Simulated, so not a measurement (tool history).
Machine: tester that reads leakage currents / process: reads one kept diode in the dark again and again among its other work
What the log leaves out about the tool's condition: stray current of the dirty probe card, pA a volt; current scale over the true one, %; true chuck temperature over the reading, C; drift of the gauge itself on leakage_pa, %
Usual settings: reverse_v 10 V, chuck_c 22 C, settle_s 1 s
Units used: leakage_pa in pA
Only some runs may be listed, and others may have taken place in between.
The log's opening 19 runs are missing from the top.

| run | hour | reverse_v | chuck_c | settle_s | hours of work since the probe card was cleaned | hours of work since the tester was calibrated | hours of work since the chuck was calibrated | leakage_pa |
|---|---|---|---|---|---|---|---|---|
| 20 | 658.4 | 10 | 22 | 1 | 2102 | 1850 | 357 | 83.07 |
| 21 | 695.3 | 10 | 22 | 1 | 2129 | 1876 | 384 | 82.61 |
| 22 | 720.4 | 10 | 22 | 1 | 2147 | 1895 | 402 | 82.82 |
|  | 748.8 | probe card cleaned and baked |
| 23 | 765.8 | 10 | 22 | 1 | 12 | 1925 | 432 | 72.01 |
| 24 | 815.4 | 10 | 29 | 1 | 48 | 1961 | 468 | 117.15 |
| 25 | 843.8 | 1.8 | 22 | 1 | 69 | 1982 | 489 | 41.56 |
| 26 | 896 | 1.4 | 27 | 1 | 107 | 2020 | 527 | 55.08 |
| 27 | 923.2 | 1.4 | 40 | 1 | 127 | 2040 | 547 | 133.43 |
| 28 | 963.7 | 1.4 | 40 | 0.8 | 156 | 2069 | 576 | 131.55 |
| 29 | 995.5 | 2.8 | 56 | 0.8 | 179 | 2092 | 599 | 442.05 |
| 30 | 1028.4 | 5.2 | 56 | 0.8 | 203 | 2116 | 623 | 533.16 |
| 31 | 1054.2 | 10 | 28 | 1 | 222 | 2135 | 642 | 107.59 |
| 32 | 1079.4 | 10 | 28 | 1 | 240 | 2153 | 660 | 106.97 |
| 33 | 1100.7 | 3.3 | 37 | 3.82 | 255 | 2168 | 675 | 139.99 |
| 34 | 1145.6 | 4.2 | 58 | 0.72 | 288 | 2201 | 708 | 558.18 |
| 35 | 1189 | 10 | 22 | 0.44 | 319 | 2232 | 739 | 71.6 |
| 36 | 1237.7 | 10 | 35 | 2.77 | 355 | 2268 | 775 | 169.12 |
| 37 | 1287.1 | 10 | 22 | 2.11 | 391 | 2304 | 811 | 68.44 |
| 38 | 1325.5 | 10 | 22 | 2.11 | 418 | 2331 | 839 | 68.44 |
| 39 | 1349.4 | 8.5 | 22 | 1 | 436 | 2349 | 856 | 65.53 |

Below are 3 alternative next runs, each starting from the tool's condition after run 39. Predict each:
| A | 1385.7 | 1.8 | 28 | 1 | 462 | 2375 | 882 | ? |
| B | 1385.7 | 10 | 22 | 1.22 | 462 | 2375 | 882 | ? |
| C | 1385.7 | 7.7 | 47 | 0.45 | 462 | 2375 | 882 | ? |

| run | leakage_pa |
|---|---|
| A | 60.23 |
| B | 68.52 |
| C | 337.79 |
Without the tool's unlogged condition, the same runs would have read:
| run | leakage_pa |
|---|---|
| A | 70.24 |
| B | 78.07 |
| C | 387.8 |
